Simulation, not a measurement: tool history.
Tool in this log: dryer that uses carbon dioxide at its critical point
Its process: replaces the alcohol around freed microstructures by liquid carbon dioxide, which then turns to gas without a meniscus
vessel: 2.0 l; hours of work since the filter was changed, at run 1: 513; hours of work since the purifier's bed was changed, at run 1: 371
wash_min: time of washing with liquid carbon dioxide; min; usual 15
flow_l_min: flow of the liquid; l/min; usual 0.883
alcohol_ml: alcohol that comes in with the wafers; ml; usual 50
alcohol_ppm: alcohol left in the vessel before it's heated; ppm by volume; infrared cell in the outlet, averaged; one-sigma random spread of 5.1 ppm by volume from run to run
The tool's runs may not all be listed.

| run | hour | wash_min | flow_l_min | alcohol_ml | hours of work since the filter was changed | hours of work since the purifier's bed was changed | alcohol_ppm |
|---|---|---|---|---|---|---|---|
| 1 | 0.0 | 15 | 0.883 | 50 | 513 | 371 | 211 |
| 2 | 32.1 | 17 | 0.883 | 50 | 523 | 381 | 155 |
| 3 | 72.0 | 17 | 0.883 | 50 | 535 | 393 | 152 |
| 4 | 108.6 | 17 | 0.883 | 50 | 546 | 404 | 157 |
| 5 | 145.2 | 19 | 0.883 | 50 | 557 | 415 | 124 |
| 6 | 176.7 | 19 | 0.583 | 50 | 567 | 424 | 483 |
|  | 207.9 | inlet filter changed |
| 7 | 213.6 | 15 | 0.883 | 72 | 2 | 435 | 184 |
| 8 | 257.4 | 15 | 0.883 | 72 | 15 | 448 | 181 |
| 9 | 302.6 | 15 | 0.883 | 72 | 29 | 462 | 185 |
| 10 | 329.5 | 15 | 0.883 | 50 | 37 | 470 | 158 |
| 11 | 350.6 | 15 | 0.883 | 50 | 43 | 476 | 168 |
| 12 | 371.4 | 15 | 0.883 | 50 | 49 | 483 | 160 |
| 13 | 409.7 | 15 | 1.076 | 50 | 61 | 494 | 132 |
| 14 | 450.1 | 15 | 1.076 | 50 | 73 | 506 | 127 |
| 15 | 471.1 | 15 | 1.076 | 50 | 79 | 513 | 133 |
| 16 | 491.6 | 15 | 1.076 | 50 | 86 | 519 | 124 |
| 17 | 512.1 | 15 | 1.076 | 50 | 92 | 525 | 132 |
| 18 | 545.6 | 9 | 0.883 | 50 | 102 | 535 | 806 |
| 19 | 566.9 | 9 | 0.883 | 50 | 108 | 542 | 803 |
| 20 | 585.5 | 14 | 0.883 | 50 | 114 | 547 | 227 |
| 21 | 616.0 | 16 | 0.883 | 50 | 123 | 557 | 176 |
| 22 | 645.9 | 15 | 0.883 | 37 | 132 | 566 | 170 |
| 23 | 681.5 | 15 | 0.883 | 37 | 143 | 576 | 186 |
| 24 | 708.1 | 11 | 0.883 | 50 | 151 | 584 | 444 |
| 25 | 728.7 | 11 | 1.117 | 38 | 157 | 591 | 206 |
| 26 | 771.2 | 18 | 0.812 | 61 | 170 | 603 | 181 |
| 27 | 808.7 | 13 | 1.478 | 51 | 181 | 615 | 155 |
| 28 | 840.7 | 17 | 0.860 | 92 | 191 | 624 | 220 |
| 29 | 885.7 | 17 | 0.860 | 92 | 204 | 638 | 220 |
| 30 | 910.5 | 11 | 0.883 | 96 | 212 | 645 | 805 |
| 31 | 950.1 | 21 | 0.883 | 32 | 224 | 657 | 164 |
| 32 | 993.7 | 11 | 0.883 | 24 | 237 | 670 | 337 |
| 33 | 1031.2 | 19 | 0.883 | 50 | 248 | 682 | 175 |
| 34 | 1053.0 | 15 | 0.883 | 42 | 255 | 688 | 230 |
| 35 | 1089.3 | 13 | 0.779 | 50 | 266 | 699 | 491 |
| 36 | 1109.7 | 13 | 0.779 | 50 | 272 | 705 | 485 |
| 37 | 1153.0 | 13 | 0.779 | 50 | 285 | 718 | 489 |
| 38 | 1177.1 | 10 | 1.357 | 28 | 292 | 726 | 194 |
| 39 | 1215.0 | 10 | 1.357 | 28 | 304 | 737 | 203 |
| 40 | 1240.6 | 10 | 1.357 | 28 | 312 | 745 | 208 |
| 41 | 1270.3 | 10 | 1.440 | 64 | 320 | 754 | 228 |
| 42 | 1296.3 | 21 | 0.567 | 70 | 328 | 762 | 441 |
| 43 | 1340.9 | 21 | 0.567 | 70 | 342 | 775 | 452 |
| 44 | 1370.6 | 19 | 0.567 | 38 | 351 | 784 | 429 |
| 45 | 1412.6 | 19 | 0.567 | 38 | 363 | 797 | 424 |

Run 46 comes next. What will it give?
| 46 | 1454.8 | 16 | 0.985 | 50 | 376 | 810 | ? |

alcohol_ppm: 223 ppm by volume
If the tool had no hidden condition, the same run with the same run-to-run variation would have returned alcohol_ppm 25 ppm by volume.
